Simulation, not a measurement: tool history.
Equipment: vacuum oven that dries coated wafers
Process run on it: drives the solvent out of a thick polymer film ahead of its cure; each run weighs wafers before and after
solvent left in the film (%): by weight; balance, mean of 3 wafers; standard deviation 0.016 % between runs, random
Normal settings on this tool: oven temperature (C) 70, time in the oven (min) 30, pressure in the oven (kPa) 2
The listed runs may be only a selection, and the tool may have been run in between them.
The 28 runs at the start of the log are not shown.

| run | hour | oven temperature (C) | time in the oven (min) | pressure in the oven (kPa) | solvent left in the film (%) |
|---|---|---|---|---|---|
| 29 | 535.3 | 56 | 40 | 2.18 | 4.89 |
| 30 | 548.3 | 56 | 40 | 2.18 | 4.94 |
| 31 | 562.3 | 56 | 40 | 2.18 | 4.98 |
| 32 | 585.9 | 67 | 43 | 2.18 | 1.43 |
| 33 | 606.1 | 68 | 30 | 1.91 | 2.01 |
| 34 | 628.2 | 71 | 30 | 2.9 | 1.66 |
| 35 | 643 | 79 | 30 | 2.65 | 0.7 |
| 36 | 660.1 | 79 | 30 | 2.65 | 0.73 |
| 37 | 683.6 | 79 | 30 | 2.53 | 0.71 |
| 38 | 710.1 | 79 | 30 | 2.53 | 0.69 |
| 39 | 732.8 | 59 | 26 | 1.44 | 5.6 |
| 40 | 753.1 | 75 | 22 | 1.52 | 1.29 |
| 41 | 768.1 | 56 | 41 | 1.52 | 4.7 |

Run 42, settings as shown, results not yet in. Your forecast:
|  | 786.4 | oven's thermocouples calibrated |
| 42 | 792.3 | 56 | 41 | 1.52 | ? |

{"run 42": {"solvent left in the film (%)": 4.42}}
Were there no unlogged condition in the tool, this run, its random variation unchanged, would have produced solvent left in the film (%) 4.24.
